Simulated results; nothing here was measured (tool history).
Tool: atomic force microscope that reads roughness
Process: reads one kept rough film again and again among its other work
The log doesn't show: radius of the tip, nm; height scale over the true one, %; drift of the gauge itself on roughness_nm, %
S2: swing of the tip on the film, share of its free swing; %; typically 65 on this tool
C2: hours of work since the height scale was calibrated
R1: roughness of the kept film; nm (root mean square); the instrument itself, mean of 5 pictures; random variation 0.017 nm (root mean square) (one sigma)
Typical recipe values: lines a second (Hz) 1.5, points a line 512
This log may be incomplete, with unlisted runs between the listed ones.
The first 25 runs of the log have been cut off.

{"run": 26, "hour": 325.6, "lines a second (Hz)": 1.5, "S2": 65, "points a line": 512, "pictures with this tip": 76, "C2": 480, "R1": 3.308}
{"run": 27, "hour": 342.8, "lines a second (Hz)": 1.5, "S2": 75, "points a line": 872, "pictures with this tip": 97, "C2": 490, "R1": 3.045}
{"hour": 349.0, "done": "new tip fitted"}
{"run": 28, "hour": 354.6, "lines a second (Hz)": 0.59, "S2": 66, "points a line": 388, "pictures with this tip": 7, "C2": 497, "R1": 4.033}
{"run": 29, "hour": 365.8, "lines a second (Hz)": 1.9, "S2": 66, "points a line": 470, "pictures with this tip": 21, "C2": 503, "R1": 3.688}
{"run": 30, "hour": 382.6, "lines a second (Hz)": 1.9, "S2": 66, "points a line": 470, "pictures with this tip": 42, "C2": 513, "R1": 3.517}
{"run": 31, "hour": 394.8, "lines a second (Hz)": 0.57, "S2": 78, "points a line": 549, "pictures with this tip": 57, "C2": 520, "R1": 3.522}
{"hour": 397.0, "done": "height scale calibrated on a step standard"}
{"run": 32, "hour": 412.1, "lines a second (Hz)": 0.57, "S2": 78, "points a line": 549, "pictures with this tip": 77, "C2": 9, "R1": 3.361}
{"run": 33, "hour": 420.9, "lines a second (Hz)": 0.57, "S2": 78, "points a line": 549, "pictures with this tip": 88, "C2": 14, "R1": 3.248}
{"hour": 433.3, "done": "new tip fitted"}
{"run": 34, "hour": 439.1, "lines a second (Hz)": 1.5, "S2": 65, "points a line": 863, "pictures with this tip": 7, "C2": 24, "R1": 3.887}
{"run": 35, "hour": 455.1, "lines a second (Hz)": 0.91, "S2": 65, "points a line": 863, "pictures with this tip": 27, "C2": 33, "R1": 3.813}
{"run": 36, "hour": 466.4, "lines a second (Hz)": 0.91, "S2": 65, "points a line": 863, "pictures with this tip": 41, "C2": 40, "R1": 3.686}
{"run": 37, "hour": 484.2, "lines a second (Hz)": 1.48, "S2": 76, "points a line": 512, "pictures with this tip": 63, "C2": 50, "R1": 3.232}
{"run": 38, "hour": 501.5, "lines a second (Hz)": 1.48, "S2": 76, "points a line": 512, "pictures with this tip": 84, "C2": 60, "R1": 3.064}
{"hour": 505.6, "done": "height scale calibrated on a step standard, once more"}
{"run": 39, "hour": 516.5, "lines a second (Hz)": 1.43, "S2": 65, "points a line": 824, "pictures with this tip": 101, "C2": 6, "R1": 3.219}
{"hour": 518.6, "done": "new tip fitted"}
{"run": 40, "hour": 532.1, "lines a second (Hz)": 1.5, "S2": 76, "points a line": 512, "pictures with this tip": 17, "C2": 15, "R1": 3.658}
{"run": 41, "hour": 547.0, "lines a second (Hz)": 0.96, "S2": 87, "points a line": 323, "pictures with this tip": 35, "C2": 24, "R1": 3.44}
{"run": 42, "hour": 558.7, "lines a second (Hz)": 0.67, "S2": 67, "points a line": 777, "pictures with this tip": 50, "C2": 30, "R1": 3.63}
{"run": 43, "hour": 571.1, "lines a second (Hz)": 3.09, "S2": 66, "points a line": 398, "pictures with this tip": 65, "C2": 38, "R1": 3.155}
{"run": 44, "hour": 585.6, "lines a second (Hz)": 0.58, "S2": 86, "points a line": 465, "pictures with this tip": 83, "C2": 46, "R1": 3.241}
{"run": 45, "hour": 599.0, "lines a second (Hz)": 1.5, "S2": 87, "points a line": 512, "pictures with this tip": 100, "C2": 54, "R1": 2.781}
{"hour": 603.1, "done": "new tip fitted"}
{"run": 46, "hour": 617.2, "lines a second (Hz)": 2.78, "S2": 87, "points a line": 408, "pictures with this tip": 17, "C2": 64, "R1": 2.885}
{"run": 47, "hour": 632.7, "lines a second (Hz)": 2.77, "S2": 61, "points a line": 992, "pictures with this tip": 37, "C2": 73, "R1": 3.504}
{"run": 48, "hour": 643.2, "lines a second (Hz)": 1.93, "S2": 85, "points a line": 425, "pictures with this tip": 50, "C2": 79, "R1": 2.946}
{"run": 49, "hour": 655.5, "lines a second (Hz)": 1.93, "S2": 85, "points a line": 425, "pictures with this tip": 65, "C2": 86, "R1": 2.887}

What if the next run were any one of these 5? Each begins from the tool's condition after run 49:
{"run": "A", "hour": 672.5, "lines a second (Hz)": 1.5, "S2": 65, "points a line": 826, "pictures with this tip": 86, "C2": 96, "R1": "?"}
{"run": "B", "hour": 672.5, "lines a second (Hz)": 1.5, "S2": 65, "points a line": 426, "pictures with this tip": 86, "C2": 96, "R1": "?"}
{"run": "C", "hour": 672.5, "lines a second (Hz)": 1.42, "S2": 60, "points a line": 615, "pictures with this tip": 86, "C2": 96, "R1": "?"}
{"run": "D", "hour": 672.5, "lines a second (Hz)": 0.78, "S2": 57, "points a line": 835, "pictures with this tip": 86, "C2": 96, "R1": "?"}
{"run": "E", "hour": 672.5, "lines a second (Hz)": 1.5, "S2": 57, "points a line": 476, "pictures with this tip": 86, "C2": 96, "R1": "?"}

run=A R1=3.234
run=B R1=3.206
run=C R1=3.296
run=D R1=3.407
run=E R1=3.302
What these runs would have given with no unlogged condition in the tool:
run=A R1=4.049
run=B R1=4.013
run=C R1=4.126
run=D R1=4.264
run=E R1=4.135
